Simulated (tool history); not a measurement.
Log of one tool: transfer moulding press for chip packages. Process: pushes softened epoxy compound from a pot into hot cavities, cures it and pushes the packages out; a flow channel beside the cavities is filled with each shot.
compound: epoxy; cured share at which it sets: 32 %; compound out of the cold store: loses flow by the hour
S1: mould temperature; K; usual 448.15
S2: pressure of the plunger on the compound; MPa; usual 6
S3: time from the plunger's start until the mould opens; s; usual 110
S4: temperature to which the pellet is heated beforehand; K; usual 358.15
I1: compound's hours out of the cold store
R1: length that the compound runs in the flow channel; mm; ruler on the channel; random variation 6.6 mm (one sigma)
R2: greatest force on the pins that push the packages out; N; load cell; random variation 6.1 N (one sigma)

run 1 hour=0 | S1=448.15 S2=6 S3=110 S4=358.15 | I1=31.3 | R1=726 R2=273
run 2 hour=13.9 | S1=448.15 S2=6 S3=110 S4=358.15 | I1=38.7 | R1=702 R2=303
run 3 hour=31.4 | S1=448.15 S2=6 S3=110 S4=358.15 | I1=8.1 | R1=814 R2=361
-- hour=47.6 cavities cleaned with cleaning compound and waxed
run 4 hour=55.9 | S1=448.15 S2=6 S3=110 S4=358.15 | I1=26 | R1=739 R2=250
run 5 hour=69.7 | S1=448.15 S2=6 S3=110 S4=358.15 | I1=20.1 | R1=762 R2=298
run 6 hour=83 | S1=448.15 S2=6 S3=110 S4=358.15 | I1=46 | R1=674 R2=301
run 7 hour=100.8 | S1=448.15 S2=6 S3=110 S4=358.15 | I1=44.7 | R1=685 R2=350
-- hour=106.7 cavities cleaned with cleaning compound and waxed
run 8 hour=118.8 | S1=448.15 S2=6 S3=110 S4=358.15 | I1=13.6 | R1=784 R2=288
run 9 hour=139.7 | S1=448.15 S2=6 S3=110 S4=358.15 | I1=26.4 | R1=737 R2=309
-- hour=142.7 mould's thermocouples calibrated
run 10 hour=165.2 | S1=448.15 S2=6 S3=105 S4=358.15 | I1=8.5 | R1=790 R2=405
-- hour=168.8 cavities cleaned with cleaning compound and waxed
-- hour=180.2 mould's thermocouples calibrated, once more
run 11 hour=191.5 | S1=448.15 S2=6 S3=105 S4=358.15 | I1=20.6 | R1=752 R2=320
run 12 hour=202 | S1=448.15 S2=6 S3=105 S4=358.15 | I1=20.2 | R1=759 R2=360
run 13 hour=226.2 | S1=448.15 S2=6.14 S3=110 S4=358.15 | I1=40.2 | R1=689 R2=347
-- hour=229.2 cavities cleaned with cleaning compound and waxed
run 14 hour=246.4 | S1=448.15 S2=6.14 S3=110 S4=358.15 | I1=46.6 | R1=676 R2=269
run 15 hour=258 | S1=451.15 S2=6 S3=134 S4=358.15 | I1=13 | R1=765 R2=234
run 16 hour=271.8 | S1=451.15 S2=6 S3=109 S4=358.15 | I1=36.7 | R1=692 R2=298
-- hour=288.4 cavities cleaned with cleaning compound and waxed
run 17 hour=289.1 | S1=451.15 S2=6.8 S3=109 S4=358.15 | I1=11.8 | R1=817 R2=212
run 18 hour=306.9 | S1=451.15 S2=6.8 S3=109 S4=358.15 | I1=18.4 | R1=778 R2=254
run 19 hour=317.6 | S1=455.15 S2=6.09 S3=106 S4=363.15 | I1=15.4 | R1=751 R2=252
run 20 hour=343.1 | S1=448.15 S2=6 S3=110 S4=363.15 | I1=43.1 | R1=662 R2=330
-- hour=347.8 cavities cleaned with cleaning compound and waxed
run 21 hour=358.7 | S1=449.15 S2=7.23 S3=110 S4=365.15 | I1=17 | R1=806 R2=246
run 22 hour=375 | S1=454.15 S2=6 S3=110 S4=354.15 | I1=27.9 | R1=707 R2=240
run 23 hour=399.9 | S1=448.15 S2=6 S3=98 S4=353.15 | I1=23.1 | R1=717 R2=472
-- hour=407.1 cavities cleaned with cleaning compound and waxed
run 24 hour=420.4 | S1=448.15 S2=6 S3=98 S4=353.15 | I1=11.7 | R1=771 R2=367

Run 25 comes next. What will it give?
run 25 hour=438.3 | S1=448.15 S2=6 S3=98 S4=353.15 | I1=37.9 | R1=? R2=?

Run 25 gave R1 664 mm, R2 387 N.
Without the tool's hidden state the same run would have given R1 706 mm, R2 283 N.
